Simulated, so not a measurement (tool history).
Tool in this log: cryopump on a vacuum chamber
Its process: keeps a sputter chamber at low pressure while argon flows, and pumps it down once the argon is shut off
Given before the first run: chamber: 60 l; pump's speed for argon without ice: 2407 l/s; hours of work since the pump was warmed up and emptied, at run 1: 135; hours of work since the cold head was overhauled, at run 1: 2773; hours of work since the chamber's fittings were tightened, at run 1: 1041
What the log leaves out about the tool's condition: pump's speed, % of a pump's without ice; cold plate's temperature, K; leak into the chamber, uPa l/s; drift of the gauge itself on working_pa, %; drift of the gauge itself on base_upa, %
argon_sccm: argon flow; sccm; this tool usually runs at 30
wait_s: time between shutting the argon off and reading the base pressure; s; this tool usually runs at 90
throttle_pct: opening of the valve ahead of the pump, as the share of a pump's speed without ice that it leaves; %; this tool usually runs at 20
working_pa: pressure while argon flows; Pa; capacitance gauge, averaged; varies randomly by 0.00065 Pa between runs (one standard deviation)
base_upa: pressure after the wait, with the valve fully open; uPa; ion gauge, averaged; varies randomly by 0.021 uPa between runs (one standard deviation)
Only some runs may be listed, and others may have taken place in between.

run,hour,argon_sccm,wait_s,throttle_pct,hours of work since the pump was warmed up and emptied,hours of work since the cold head was overhauled,hours of work since the chamber's fittings were tightened,working_pa,base_upa
1,0.0,30,90,20,135,2773,1041,0.1092,0.74
2,101.7,30,90,20,206,2844,1112,0.1114,0.83
3,194.7,30,90,20,272,2910,1178,0.1138,0.94
# hour 297.4: pump warmed up, emptied and cooled again
4,297.4,30,90,20,0,2978,1247,0.1063,0.80
5,396.3,30,90,20,70,3048,1316,0.1082,0.83
6,500.2,30,90,20,143,3121,1389,0.1099,0.91
7,549.8,30,90,20,178,3156,1424,0.1114,0.86
8,653.2,30,90,20,250,3229,1497,0.1130,0.99
9,726.7,30,90,20,302,3281,1549,0.1167,1.05
# hour 784.8: pump warmed up, emptied and cooled again
10,784.8,30,90,20,0,3318,1586,0.1059,0.84
11,888.7,30,109,20,73,3391,1659,0.1078,0.84
12,939.5,30,90,20,109,3427,1695,0.1092,0.90
13,1008.0,30,90,20,157,3475,1743,0.1111,0.94
14,1086.1,30,90,20,212,3530,1798,0.1122,1.06
15,1175.6,30,90,35,275,3593,1861,0.0694,1.15
16,1223.9,30,90,35,309,3627,1895,0.0712,1.22
# hour 1275.6: pump warmed up, emptied and cooled again
17,1303.7,30,90,35,20,3680,1948,0.0616,0.96
18,1360.0,20,90,39,59,3719,1987,0.0394,0.96
19,1420.1,20,90,39,102,3761,2030,0.0382,1.04
20,1467.1,40,220,35,135,3795,2063,0.0858,0.85
21,1558.6,18,93,47,199,3859,2127,0.0305,1.17
22,1642.5,15,78,40,258,3918,2186,0.0303,1.21
23,1693.2,30,90,18,294,3954,2222,0.1255,1.25
# hour 1763.6: pump warmed up, emptied and cooled again
24,1764.9,30,54,23,1,4001,2269,0.0923,1.27
25,1848.4,21,120,20,60,4059,2328,0.0765,0.99
26,1905.5,21,120,20,100,4100,2368,0.0760,1.04
27,1996.2,21,120,20,164,4163,2432,0.0775,1.10
28,2057.4,25,90,48,207,4206,2475,0.0424,1.27
29,2154.8,25,90,48,275,4275,2543,0.0431,1.39
30,2235.6,25,84,30,332,4332,2600,0.0677,1.49
# hour 2256.2: pump warmed up, emptied and cooled again
31,2345.2,30,21,20,63,4406,2674,0.1078,2.36
32,2397.9,30,21,20,100,4443,2711,0.1093,2.36
33,2470.9,30,90,20,151,4494,2762,0.1111,1.27

For each entry between runs, how does the tool's hidden state at the last listed run before it compare with that at the first listed run after it?
In the gap between runs 3 and 4: pump warmed up, emptied and cooled again (hour 297.4)
  pump's speed, % of a pump's without ice: 72.2 -> 99.5; cold plate's temperature, K: 13.87 -> 13.91; leak into the chamber, uPa l/s: 963 -> 1001
  measured less the result without the state, working_pa: +0.0091 -> +0.0009 Pa; base_upa: +0.46 -> +0.31 uPa
In the gap between runs 9 and 10: pump warmed up, emptied and cooled again (hour 784.8)
  pump's speed, % of a pump's without ice: 70.3 -> 99.9; cold plate's temperature, K: 14.09 -> 14.12; leak into the chamber, uPa l/s: 1169 -> 1190
  measured less the result without the state, working_pa: +0.0103 -> +0.0010 Pa; base_upa: +0.59 -> +0.39 uPa
In the gap between runs 16 and 17: pump warmed up, emptied and cooled again (hour 1275.6)
  pump's speed, % of a pump's without ice: 70 -> 97.9; cold plate's temperature, K: 14.3 -> 14.33; leak into the chamber, uPa l/s: 1358 -> 1387
  measured less the result without the state, working_pa: +0.0105 -> +0.0015 Pa; base_upa: +0.71 -> +0.50 uPa
In the gap between runs 23 and 24: pump warmed up, emptied and cooled again (hour 1763.6)
  pump's speed, % of a pump's without ice: 72.1 -> 99.6; cold plate's temperature, K: 14.49 -> 14.52; leak into the chamber, uPa l/s: 1532 -> 1558
  measured less the result without the state, working_pa: +0.0097 -> +0.0012 Pa; base_upa: +0.81 -> +0.57 uPa
In the gap between runs 30 and 31: pump warmed up, emptied and cooled again (hour 2256.2)
  pump's speed, % of a pump's without ice: 67.7 -> 93.4; cold plate's temperature, K: 14.72 -> 14.77; leak into the chamber, uPa l/s: 1735 -> 1777
  measured less the result without the state, working_pa: +0.0099 -> +0.0028 Pa; base_upa: +1.01 -> +0.73 uPa
